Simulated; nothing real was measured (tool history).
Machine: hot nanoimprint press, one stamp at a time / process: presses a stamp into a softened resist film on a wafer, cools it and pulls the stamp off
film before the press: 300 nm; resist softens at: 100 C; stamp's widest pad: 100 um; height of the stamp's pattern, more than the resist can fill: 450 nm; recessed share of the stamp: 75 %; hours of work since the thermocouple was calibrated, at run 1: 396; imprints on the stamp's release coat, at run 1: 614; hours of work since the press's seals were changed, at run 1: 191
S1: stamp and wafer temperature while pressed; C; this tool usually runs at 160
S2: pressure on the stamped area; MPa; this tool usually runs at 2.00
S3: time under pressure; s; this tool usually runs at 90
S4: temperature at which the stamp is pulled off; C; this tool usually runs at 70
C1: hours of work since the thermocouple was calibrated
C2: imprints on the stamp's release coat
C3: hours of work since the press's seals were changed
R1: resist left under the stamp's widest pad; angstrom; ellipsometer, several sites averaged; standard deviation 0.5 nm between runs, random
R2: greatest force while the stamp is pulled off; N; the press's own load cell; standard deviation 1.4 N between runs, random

run 1 hour=0.0 | S1=160 S2=2.00 S3=90 S4=70 | C1=396 C2=614 C3=191 | R1=1339 R2=243
-- hour=7.0 plate thermocouple calibrated
run 2 hour=15.2 | S1=160 S2=2.00 S3=90 S4=70 | C1=5 C2=651 C3=199 | R1=1444 R2=244
run 3 hour=28.5 | S1=160 S2=2.00 S3=90 S4=72 | C1=14 C2=692 C3=207 | R1=1445 R2=244
run 4 hour=36.9 | S1=160 S2=2.00 S3=90 S4=72 | C1=20 C2=718 C3=213 | R1=1439 R2=243
run 5 hour=52.5 | S1=160 S2=2.00 S3=90 S4=72 | C1=30 C2=765 C3=223 | R1=1430 R2=245
run 6 hour=67.2 | S1=160 S2=2.00 S3=90 S4=68 | C1=39 C2=810 C3=233 | R1=1423 R2=259
run 7 hour=76.5 | S1=160 S2=2.63 S3=90 S4=70 | C1=45 C2=839 C3=239 | R1=1272 R2=249
run 8 hour=89.5 | S1=160 S2=2.63 S3=90 S4=75 | C1=54 C2=879 C3=247 | R1=1267 R2=240
run 9 hour=104.9 | S1=160 S2=2.63 S3=90 S4=75 | C1=64 C2=926 C3=257 | R1=1262 R2=246
run 10 hour=120.0 | S1=160 S2=2.63 S3=90 S4=75 | C1=74 C2=972 C3=267 | R1=1268 R2=243
-- hour=128.5 stamp cleaned and given a new release coat
run 11 hour=140.5 | S1=160 S2=2.63 S3=90 S4=75 | C1=83 C2=37 C3=277 | R1=1259 R2=223
run 12 hour=152.1 | S1=160 S2=2.00 S3=90 S4=70 | C1=91 C2=73 C3=284 | R1=1419 R2=234
run 13 hour=165.3 | S1=160 S2=2.00 S3=90 S4=70 | C1=99 C2=113 C3=293 | R1=1418 R2=229
run 14 hour=175.9 | S1=160 S2=2.00 S3=90 S4=62 | C1=106 C2=145 C3=300 | R1=1413 R2=248
run 15 hour=190.6 | S1=160 S2=2.00 S3=90 S4=62 | C1=116 C2=190 C3=309 | R1=1416 R2=251
run 16 hour=205.2 | S1=152 S2=2.00 S3=54 S4=62 | C1=125 C2=235 C3=319 | R1=2115 R2=251
run 17 hour=218.0 | S1=165 S2=1.44 S3=124 S4=57 | C1=134 C2=274 C3=327 | R1=1218 R2=265
run 18 hour=229.2 | S1=165 S2=1.44 S3=124 S4=57 | C1=141 C2=308 C3=334 | R1=1220 R2=264
run 19 hour=243.2 | S1=165 S2=1.44 S3=124 S4=57 | C1=150 C2=351 C3=343 | R1=1222 R2=265
run 20 hour=254.2 | S1=165 S2=2.81 S3=124 S4=57 | C1=157 C2=385 C3=351 | R1=892 R2=266
run 21 hour=268.7 | S1=168 S2=2.81 S3=55 S4=56 | C1=167 C2=429 C3=360 | R1=1130 R2=267
run 22 hour=275.8 | S1=168 S2=2.81 S3=55 S4=56 | C1=171 C2=450 C3=365 | R1=1133 R2=267
run 23 hour=285.1 | S1=167 S2=1.40 S3=166 S4=76 | C1=177 C2=479 C3=371 | R1=1028 R2=233
run 24 hour=294.5 | S1=158 S2=2.00 S3=69 S4=70 | C1=183 C2=507 C3=377 | R1=1646 R2=242
run 25 hour=307.7 | S1=152 S2=1.58 S3=60 S4=62 | C1=192 C2=548 C3=385 | R1=2160 R2=257
run 26 hour=317.1 | S1=160 S2=2.00 S3=78 S4=70 | C1=198 C2=577 C3=392 | R1=1473 R2=246

Run 27 is up next; what results do you expect?
run 27 hour=330.6 | S1=160 S2=2.00 S3=78 S4=70 | C1=207 C2=618 C3=400 | R1=? R2=?

R1: 1474 angstrom
R2: 246 N
On a tool with no hidden condition, and with the same random variation, this run would have come out at R1 1514 angstrom, R2 233 N.
